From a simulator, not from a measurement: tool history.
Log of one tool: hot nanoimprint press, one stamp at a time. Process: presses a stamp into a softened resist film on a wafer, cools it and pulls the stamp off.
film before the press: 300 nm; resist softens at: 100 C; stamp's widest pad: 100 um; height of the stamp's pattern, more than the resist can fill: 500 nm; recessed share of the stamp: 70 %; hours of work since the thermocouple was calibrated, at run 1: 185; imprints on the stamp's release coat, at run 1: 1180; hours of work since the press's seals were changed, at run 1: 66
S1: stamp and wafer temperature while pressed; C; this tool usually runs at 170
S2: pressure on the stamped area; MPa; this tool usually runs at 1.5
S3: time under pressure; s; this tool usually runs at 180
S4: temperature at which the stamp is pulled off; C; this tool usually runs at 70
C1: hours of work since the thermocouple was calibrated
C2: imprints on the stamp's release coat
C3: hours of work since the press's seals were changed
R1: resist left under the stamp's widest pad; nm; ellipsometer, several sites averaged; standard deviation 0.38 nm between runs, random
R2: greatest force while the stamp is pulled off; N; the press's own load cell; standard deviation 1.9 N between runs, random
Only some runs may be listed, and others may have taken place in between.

run,day,S1,S2,S3,S4,C1,C2,C3,R1,R2
1,0,170,1.5,180,70,185,1180,66,134,222
2,0.225,170,1.5,319,70,189,1198,70,106.4,219
3,0.417,170,1.5,319,70,192,1215,73,105.6,220
4,0.8,170,1.5,189,70,198,1246,79,131.5,216
5,1.183,170,1.5,189,70,204,1279,85,130.8,220
6,1.488,170,1.5,189,70,209,1304,90,131.6,219
7,1.808,170,1.5,189,70,214,1331,96,131.2,218
8,2.192,170,1.5,268,70,221,1363,102,113.9,221
9,2.483,170,1.5,268,70,225,1387,106,113.6,221
10,2.838,170,1.5,268,70,231,1417,112,113.4,224
11,3.188,170,1.76,180,70,237,1446,118,123.7,223
12,3.492,170,1.5,180,70,242,1472,123,133.6,226
13,3.758,170,1.5,180,70,246,1494,127,133.1,227
14,3.933,170,1.18,180,70,249,1509,130,146.4,225
15,4.2,170,1.18,180,70,253,1531,134,146.4,226
16,4.367,170,1.5,180,64,256,1545,137,133.1,247
17,4.658,172,1.5,210,70,260,1569,142,117,225
18,4.825,172,1.5,210,70,263,1583,144,116.9,227
19,5.075,163,1.64,135,75,267,1604,148,177.2,209
# day 5.221: plate thermocouple calibrated
20,5.488,163,1.64,135,75,4,1628,153,175,206
21,5.688,167,1.52,247,75,8,1645,156,127.8,208
22,5.904,167,1.52,172,66,11,1663,160,146.2,242
23,6.146,179,1.18,101,74,15,1683,164,138.9,214
24,6.312,173,0.91,180,75,18,1697,166,147.2,208
25,6.512,173,1.44,330,75,21,1714,169,94,211
26,6.846,164,1.41,193,75,26,1742,175,159.1,206
# day 7.212: plate thermocouple calibrated, once more
27,7.321,164,1.62,230,75,2,1771,180,147.9,218
# day 7.754: stamp cleaned and given a new release coat
28,7.871,171,1.05,284,56,7,10,185,129.2,237
29,8.167,171,1.05,284,56,11,35,190,128.6,237

What if the next run were any one of these 5? Each begins from the tool's condition after run 29:
A,8.496,171,1.8,274,56,17,62,195,?,?
B,8.496,171,1.5,180,70,17,62,195,?,?
C,8.496,166,1.5,180,58,17,62,195,?,?
D,8.496,170,1.5,180,64,17,62,195,?,?
E,8.496,171,1.05,294,56,17,62,195,?,?

run,R1,R2
A,103.9,235
B,132.8,197
C,155.7,231
D,137.1,212
E,127.4,240
Had the tool no hidden state, the same runs would have come out as:
run,R1,R2
A,102.9,233
B,131.8,195
C,154.5,229
D,136,211
E,126.6,239
